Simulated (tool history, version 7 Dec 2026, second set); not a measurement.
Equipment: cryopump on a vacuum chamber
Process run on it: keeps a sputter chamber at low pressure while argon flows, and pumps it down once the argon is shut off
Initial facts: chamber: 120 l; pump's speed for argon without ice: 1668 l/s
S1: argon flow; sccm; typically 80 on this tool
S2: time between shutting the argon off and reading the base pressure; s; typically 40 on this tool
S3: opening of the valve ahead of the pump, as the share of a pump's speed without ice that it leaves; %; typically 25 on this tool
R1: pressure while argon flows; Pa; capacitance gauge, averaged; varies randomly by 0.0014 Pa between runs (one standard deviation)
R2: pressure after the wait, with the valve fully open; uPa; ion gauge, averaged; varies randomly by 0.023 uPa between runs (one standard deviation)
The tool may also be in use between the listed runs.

Run 1, hour 0: usual settings. Result: R1 0.3347 Pa, R2 1.98 uPa.
Run 2, hour 24.3: usual settings but S1 128 sccm. Result: R1 0.5365 Pa, R2 2.05 uPa.
Run 3, hour 46: usual settings but S2 49 s. Result: R1 0.339 Pa, R2 2.03 uPa.
Run 4, hour 86.9: usual settings but S3 39 %. Result: R1 0.2222 Pa, R2 2.16 uPa.
Run 5, hour 126.6: usual settings but S1 114 sccm. Result: R1 0.4912 Pa, R2 2.24 uPa.
Run 6, hour 150.5: usual settings. Result: R1 0.3462 Pa, R2 2.3 uPa.
Run 7, hour 175.6: usual settings. Result: R1 0.3486 Pa, R2 2.33 uPa.
Run 8, hour 201.6: usual settings. Result: R1 0.3501 Pa, R2 2.32 uPa.
Run 9, hour 223.8: usual settings. Result: R1 0.3521 Pa, R2 2.39 uPa.
Run 10, hour 258: usual settings. Result: R1 0.3591 Pa, R2 2.53 uPa.
Run 11, hour 275.2: usual settings. Result: R1 0.3591 Pa, R2 2.56 uPa.
Run 12, hour 306.3: usual settings. Result: R1 0.3592 Pa, R2 2.66 uPa.
At hour 334.5: pump warmed up, emptied and cooled again.
Run 13, hour 343: usual settings. Result: R1 0.326 Pa, R2 2.11 uPa.
Run 14, hour 384.1: usual settings. Result: R1 0.3256 Pa, R2 2.15 uPa.
Run 15, hour 414.7: usual settings. Result: R1 0.3279 Pa, R2 2.13 uPa.
Run 16, hour 449.2: usual settings but S1 87 sccm. Result: R1 0.3634 Pa, R2 2.13 uPa.
Run 17, hour 488.8: usual settings but S1 87 sccm. Result: R1 0.3643 Pa, R2 2.29 uPa.
Run 18, hour 529.8: usual settings but S1 87 sccm. Result: R1 0.3674 Pa, R2 2.31 uPa.
Run 19, hour 559.8: usual settings but S1 113 sccm, S2 37 s, S3 43 %. Result: R1 0.2866 Pa, R2 2.43 uPa.
Run 20, hour 601.1: usual settings but S1 66 sccm, S2 37 s, S3 22 %. Result: R1 0.3192 Pa, R2 2.52 uPa.
Run 21, hour 623.2: usual settings but S2 30 s. Result: R1 0.3461 Pa, R2 2.72 uPa.
Run 22, hour 654.5: usual settings but S1 33 sccm, S2 25 s, S3 22 %. Result: R1 0.161 Pa, R2 2.96 uPa.

Run 23 comes next. What will it give?
Run 23, hour 673.9: usual settings but S1 71 sccm, S2 43 s, S3 47 %. Result: R1 ?, R2 ?.

R1: 0.1751 Pa
R2: 2.58 uPa
Without the tool's hidden state the same run would have given R1 0.1535 Pa, R2 0.71 uPa.
